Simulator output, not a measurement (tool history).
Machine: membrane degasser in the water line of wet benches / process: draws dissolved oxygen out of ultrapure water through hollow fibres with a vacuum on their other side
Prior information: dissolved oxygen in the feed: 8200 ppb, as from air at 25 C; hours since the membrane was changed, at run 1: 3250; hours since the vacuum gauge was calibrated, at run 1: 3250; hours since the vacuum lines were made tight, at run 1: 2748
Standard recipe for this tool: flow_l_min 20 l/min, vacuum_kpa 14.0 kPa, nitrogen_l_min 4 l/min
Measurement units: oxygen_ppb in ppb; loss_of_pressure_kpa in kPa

run,hour,flow_l_min,vacuum_kpa,nitrogen_l_min,hours since the membrane was changed,hours since the vacuum gauge was calibrated,hours since the vacuum lines were made tight,oxygen_ppb,loss_of_pressure_kpa
1,0.0,20,14.0,4,3250,3250,2748,132.7,34.59
2,263.7,20,14.0,4,3514,3514,3012,133.1,34.70
3,537.4,20,14.0,4,3788,3788,3286,133.7,34.14
# hour 761.3: vacuum gauge calibrated
4,804.9,20,14.0,4,4055,44,3553,133.3,34.33
5,924.2,20,18.2,4,4174,163,3672,183.0,34.36
6,1196.7,20,14.0,4,4447,435,3944,132.1,34.14
7,1441.6,20,22.4,4,4691,680,4189,230.1,33.89
8,1686.4,20,25.2,4,4936,925,4434,264.4,34.09
9,1868.8,20,14.0,4,5119,1108,4617,132.1,34.46
10,2052.1,20,17.6,4,5302,1291,4800,175.4,33.89
11,2198.7,20,17.6,4,5449,1437,4946,175.2,34.11
12,2388.5,20,14.0,4,5638,1627,5136,132.2,33.74
13,2537.9,13,14.0,4,5788,1777,5286,86.5,21.86
14,2678.8,20,14.0,4,5929,1918,5427,132.7,34.08
15,2864.6,20,14.0,4,6114,2103,5612,132.7,33.78
16,3084.3,20,14.0,4,6334,2323,5832,132.3,34.15

For run 17, what comes out?
# hour 3152.6: gauge calibrated
17,3333.6,20,14.0,4,6583,2572,6081,?,?

{"run 17": {"oxygen_ppb": 133.1, "loss_of_pressure_kpa": 34.63}}
The same run, on a tool lacking any hidden state, would have yielded oxygen_ppb 133.0 ppb, loss_of_pressure_kpa 34.67 kPa.

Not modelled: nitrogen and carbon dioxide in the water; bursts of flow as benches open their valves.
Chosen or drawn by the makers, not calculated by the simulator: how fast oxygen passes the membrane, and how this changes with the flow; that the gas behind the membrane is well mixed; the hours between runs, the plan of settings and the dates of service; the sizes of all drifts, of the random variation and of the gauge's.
